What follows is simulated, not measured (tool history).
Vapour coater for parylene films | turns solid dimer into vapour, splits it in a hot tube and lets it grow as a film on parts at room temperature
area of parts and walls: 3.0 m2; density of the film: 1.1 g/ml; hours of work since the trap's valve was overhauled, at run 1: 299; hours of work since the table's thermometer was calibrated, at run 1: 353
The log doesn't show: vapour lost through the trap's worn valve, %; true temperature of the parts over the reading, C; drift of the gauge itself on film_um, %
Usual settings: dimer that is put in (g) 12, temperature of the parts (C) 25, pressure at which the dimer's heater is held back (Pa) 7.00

run,hour,dimer that is put in (g),temperature of the parts (C),pressure at which the dimer's heater is held back (Pa),hours of work since the trap's valve was overhauled,hours of work since the table's thermometer was calibrated,thickness of the film (µm)
1,0.0,12,25,7.00,299,353,2.70
2,33.8,12,18,7.00,320,373,3.26
3,65.7,12,18,7.00,339,392,3.31
4,91.4,12,35,7.00,355,408,2.07
5,131.5,12,35,7.00,379,432,2.06
6,169.1,12,35,7.00,401,455,2.03
7,205.2,7,25,7.00,423,477,1.57
8,224.7,7,25,7.00,435,488,1.58
9,266.2,12,18,3.05,460,513,3.47
10,285.7,12,17,6.36,472,525,3.41
11,324.3,14,22,6.36,495,548,3.47

Run 12 comes next. What will it give?
12,362.5,12,25,4.54,518,572,?

{"run 12": {"thickness of the film (µm)": 2.78}}
Without the tool's hidden state the same run would have given thickness of the film (µm) 2.79.

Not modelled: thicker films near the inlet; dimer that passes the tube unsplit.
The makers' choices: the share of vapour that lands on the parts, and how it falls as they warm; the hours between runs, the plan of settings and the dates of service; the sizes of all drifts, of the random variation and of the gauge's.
